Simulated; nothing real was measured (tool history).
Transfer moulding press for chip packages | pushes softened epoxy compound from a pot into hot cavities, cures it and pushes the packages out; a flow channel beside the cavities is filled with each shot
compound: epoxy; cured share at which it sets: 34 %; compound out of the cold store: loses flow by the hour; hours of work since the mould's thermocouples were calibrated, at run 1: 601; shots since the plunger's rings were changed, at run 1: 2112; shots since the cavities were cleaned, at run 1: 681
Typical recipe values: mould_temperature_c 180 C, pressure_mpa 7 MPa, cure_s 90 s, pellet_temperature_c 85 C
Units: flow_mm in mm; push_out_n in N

run     day  mould_temperature_c  pressure_mpa  cure_s  pellet_temperature_c  hours of work since the mould's thermocouples were calibrated  shots since the plunger's rings were changed  shots since the cavities were cleaned  incoming compound's hours out of the cold store  flow_mm  push_out_n
  1       0                  180             7      90                    85                                                            601                                          2112                                    681                                             12.2      532         538
      1.588  -- cavities cleaned with cleaning compound and waxed
  2   2.096                  180          5.44      90                    85                                                            636                                          2749                                    159                                             11.3      450         419
  3   4.642                  180             7      87                    85                                                            679                                          3545                                    955                                             16.5      507         554
      5.575  -- cavities cleaned with cleaning compound and waxed
  4   7.162                  180             7      90                    82                                                            721                                          4315                                    497                                             34.5      466         507
      9.025  -- plunger's sealing rings changed
      9.608  -- cavities cleaned with cleaning compound and waxed
  5   9.838                  180             7     120                    85                                                            764                                           235                                     72                                               44      498         350
  6  12.108                  180             7      90                    85                                                            802                                           946                                    783                                             34.5      503         539
       13.4  -- cavities cleaned with cleaning compound and waxed
  7  15.479                  180             7      90                    88                                                            859                                          1981                                    651                                             15.2      517         509
     15.854  -- mould's thermocouples calibrated
     17.254  -- cavities cleaned with cleaning compound and waxed
  8  17.254                  180             7      90                    88                                                             23                                          2491                                      0                                             37.6      484         297
  9  19.154                  180             7      90                    88                                                             55                                          3086                                    595                                             24.7      504         546
 10  20.892                  180             7      90                    92                                                             85                                          3629                                   1138                                             12.7      510         553
     21.204  -- cavities cleaned with cleaning compound and waxed
 11  23.412                  180             7      90                    92                                                            127                                          4398                                    691                                             41.4      464         531
     24.854  -- plunger's sealing rings changed
     25.112  -- cavities cleaned with cleaning compound and waxed
 12  26.433                  180             7      90                    92                                                            175                                           475                                    414                                             40.8      502         498
 13   28.45                  180             7      90                    85                                                            210                                          1105                                   1044                                             26.5      513         564
         29  -- cavities cleaned with cleaning compound and waxed
 14  31.329                  180             7      90                    85                                                            258                                          1988                                    730                                             16.5      525         549
     32.946  -- cavities cleaned with cleaning compound and waxed
 15  34.879                  180          5.95      94                    88                                                            317                                          3079                                    605                                             13.4      471         525
 16  36.346                  182             7      90                    92                                                            342                                          3538                                   1064                                             46.2      461         557
     36.892  -- cavities cleaned with cleaning compound and waxed
 17  39.296                  180          6.37      90                    85                                                            391                                          4442                                    753                                             39.7      445         539
     40.712  -- plunger's sealing rings changed
     40.775  -- cavities cleaned with cleaning compound and waxed
 18  40.996                  180          6.37      90                    85                                                            418                                            69                                     69                                             36.4      497         341
 19  43.338                  180          7.89      73                    85                                                            457                                           802                                    802                                             33.4      540         716
       44.6  -- cavities cleaned with cleaning compound and waxed
 20  45.183                  180             7      90                    93                                                            488                                          1360                                    183                                             18.8      525         393
 21  46.679                  183          7.56      76                    88                                                            513                                          1829                                    652                                             22.9      527         556
     48.521  -- cavities cleaned with cleaning compound and waxed
 22  49.312                  183          7.56      76                    88                                                            557                                          2633                                    248                                             47.9      486         464
     52.388  -- cavities cleaned with cleaning compound and waxed
 23  52.388                  183          7.56      76                    85                                                            609                                          3576                                      0                                             15.9      514         309
 24  55.858                  179             7      90                    85                                                            668                                          4662                                   1086                                             25.4      486         558
     56.279  -- cavities cleaned with cleaning compound and waxed
     56.592  -- plunger's sealing rings changed
 25  58.362                  187          6.32      90                    87                                                            708                                           553                                    619                                             27.5      483         509
     60.112  -- cavities cleaned with cleaning compound and waxed
 26  61.092                  172             7      72                    78                                                            753                                          1388                                    306                                             39.4      521        1031
 27  62.762                  179             7     110                    89                                                            782                                          1911                                    829                                              8.3      532         517

Hidden state or all else? Some run-to-run changes of flow_mm, split into what the settings, what came in and random variation would give without the hidden state, and what is left for the hidden state (with any gauge scatter that isn't in both results):
What the log doesn't record here: true mould temperature over the reading, C; pressure that reaches the compound, % of what is set; grip of the stained cavities, % over clean ones'; drift of the gauge itself on flow_mm, %; drift of the gauge itself on push_out_n, %.
Run 1 -> 2: pressure_mpa 7 -> 5.44, cavities cleaned with cleaning compound and waxed. flow_mm -82 mm: hidden state -3, all else -79.
Run 2 -> 3: pressure_mpa 5.44 -> 7, cure_s 90 -> 87. flow_mm +57 mm: hidden state -14, all else +71.
Run 11 -> 12: plunger's sealing rings changed, cavities cleaned with cleaning compound and waxed. flow_mm +38 mm: hidden state +43, all else -5.
Run 24 -> 25: mould_temperature_c 179 -> 187, pressure_mpa 7 -> 6.32, pellet_temperature_c 85 -> 87, cavities cleaned with cleaning compound and waxed, plunger's sealing rings changed. flow_mm -3 mm: hidden state +44, all else -47.
